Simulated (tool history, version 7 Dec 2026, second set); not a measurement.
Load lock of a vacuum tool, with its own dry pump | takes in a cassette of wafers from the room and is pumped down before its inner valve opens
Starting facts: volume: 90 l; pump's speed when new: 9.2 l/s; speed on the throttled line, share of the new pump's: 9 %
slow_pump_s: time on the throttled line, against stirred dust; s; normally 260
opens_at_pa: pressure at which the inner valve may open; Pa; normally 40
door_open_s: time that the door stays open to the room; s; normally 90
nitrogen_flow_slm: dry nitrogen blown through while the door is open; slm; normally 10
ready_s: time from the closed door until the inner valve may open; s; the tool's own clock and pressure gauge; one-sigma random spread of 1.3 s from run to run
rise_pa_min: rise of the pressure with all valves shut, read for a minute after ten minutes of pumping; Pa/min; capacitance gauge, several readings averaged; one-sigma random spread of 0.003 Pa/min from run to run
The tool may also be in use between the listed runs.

run      day  slow_pump_s  opens_at_pa  door_open_s  nitrogen_flow_slm  incoming humidity of the room's air, %  ready_s  rise_pa_min
  1        0          260           40           90                 10                                    45.6    311.9        0.046
       3.646  -- door's seal changed, seat wiped
  2    8.388          260           40           90                 10                                    47.6    311.8        0.047
  3     23.6          260           40           90                 10                                    44.3      313        0.049
  4       33          260           40           90                 10                                    45.5    312.5        0.045
  5   44.975          260           40           90                 10                                    42.8    313.1        0.041
  6   58.121          260           40           90                 10                                    43.3    315.6        0.046
      65.333  -- dry pump taken out, an overhauled one fitted
  7   69.871          260           40           90                 10                                    42.9      316        0.035
  8   79.833          260           40           90                 10                                    49.4    314.9        0.048
  9   96.879          260           40           90                 10                                    46.2    310.3        0.048
 10  103.988          260           76           90                 10                                    43.7    308.7        0.042
 11  118.008          260           61           90                 10                                    40.9    306.7        0.036
 12  131.604          260           38          187                 25                                    45.4    313.8        0.048
 13  141.833          260           38          187                 25                                    44.4    315.7        0.036
 14    159.5          260           38          187                 25                                    42.9    316.3        0.039
 15  174.654          262           37          187                 18                                    41.4    312.7        0.047
 16  183.012          262           37          187                 18                                    47.3    318.4         0.06
     193.254  -- door's seal changed, seat wiped
 17  199.704          166           29           90                 10                                    44.2    228.7        0.042
 18  216.717          260           40           78                 10                                    40.9    311.4        0.033
 19  227.308          260           40           78                 10                                      43    315.5         0.04
 20  243.883          190           40           78                  8                                      47    250.1        0.045
 21  259.012          260           40           90                 11                                    46.4    315.4        0.037

Expected results for the next run?
 22  269.492          260           64           90                 18                                    45.5        ?            ?

ready_s: 307.4 s
rise_pa_min: 0.031 Pa/min
If the tool had no hidden condition, the same run with the same run-to-run variation would have returned ready_s 307.4 s, rise_pa_min 0.03 Pa/min.
